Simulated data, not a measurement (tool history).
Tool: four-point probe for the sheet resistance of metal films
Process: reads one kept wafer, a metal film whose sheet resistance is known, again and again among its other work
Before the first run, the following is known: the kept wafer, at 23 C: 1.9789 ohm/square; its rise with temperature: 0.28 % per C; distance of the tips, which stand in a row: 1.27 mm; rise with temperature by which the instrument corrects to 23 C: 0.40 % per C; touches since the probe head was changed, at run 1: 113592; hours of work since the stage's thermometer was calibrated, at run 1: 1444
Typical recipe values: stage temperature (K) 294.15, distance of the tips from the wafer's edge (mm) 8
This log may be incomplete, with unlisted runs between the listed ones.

run,day,stage temperature (K),distance of the tips from the wafer's edge (mm),touches since the probe head was changed,hours of work since the stage's thermometer was calibrated,sheet resistance as the instrument gives it (ohm/square)
1,0,294.15,8,113592,1444,2.03891
2,2.825,294.15,8,117078,1483,2.040258
3,6.671,294.15,8,121825,1536,2.040664
# day 8.3: new probe head fitted
4,9.925,294.15,8,2006,1581,2.023944
5,13.933,296.15,8,6956,1637,2.020048
6,17.129,296.15,8,10900,1681,2.020421
7,22.017,296.15,8,16932,1749,2.022999
8,24.779,294.15,8,20342,1788,2.028256
9,28.046,303.15,8,24369,1833,2.006282
10,32.825,294.15,8,30271,1900,2.029455
11,35.546,294.15,8,33625,1937,2.030506
12,38.658,294.15,8,37467,1981,2.030467
13,41.879,294.15,5,41446,2026,2.071563
14,44.988,294.15,43,45277,2069,2.005871
15,48.846,294.15,6,50044,2123,2.054101
16,53.367,294.15,8,55621,2185,2.034233
17,56.671,294.15,8,59698,2231,2.034547
18,59.571,294.15,8,63278,2272,2.036012
19,63.95,294.15,15,68684,2333,2.017311
20,67.446,294.15,15,72996,2381,2.018801
21,72.133,294.15,8,78781,2446,2.038888
22,74.85,294.15,8,82134,2484,2.0396
23,77.154,294.15,8,84977,2516,2.039878
24,81.046,294.15,8,89780,2570,2.040499
25,84.667,294.15,8,94249,2621,2.041105
# day 85.079: stage's thermometer calibrated
26,88.667,293.15,74,99159,50,2.019567
27,90.917,304.15,4,101939,81,2.094947
28,94.038,300.15,18,105790,125,2.008333
29,98.779,298.15,6,111640,191,2.05615
30,100.988,298.15,6,114367,221,2.057635
31,105.712,298.15,17,120197,287,2.016949
# day 107.446: stage's thermometer calibrated, once more
32,108.321,296.15,24,123393,12,2.015804
# day 108.783: new probe head fitted
33,112.875,297.15,66,5047,75,1.972707
34,115.867,303.15,61,8744,117,1.959632
35,120,303.15,61,13845,174,1.960267
36,124.696,303.15,26,19640,239,1.963505
37,128.112,294.15,3,23854,287,2.156324
38,130.712,294.15,3,27065,323,2.156581
39,133.296,292.15,15,30253,359,1.996828
40,138.283,302.15,8,36407,428,1.992384
41,142.154,302.15,8,41183,482,1.99309
42,144.692,302.15,8,44315,518,1.994299
43,148.983,302.15,8,49612,577,1.994535
44,152.908,295.15,66,54457,632,1.986816

Consider 3 possible next runs. They are alternatives, not a sequence: every one starts from the tool as it was left by run 44. What does each give?
A,155.229,296.15,27,57321,664,?
B,155.229,301.15,11,57321,664,?
C,155.229,291.15,5,57321,664,?

run,sheet resistance as the instrument gives it (ohm/square)
A,1.986353
B,1.986465
C,2.063074
Without the tool's unlogged condition, the same runs would have read:
run,sheet resistance as the instrument gives it (ohm/square)
A,1.980822
B,1.980943
C,2.057336
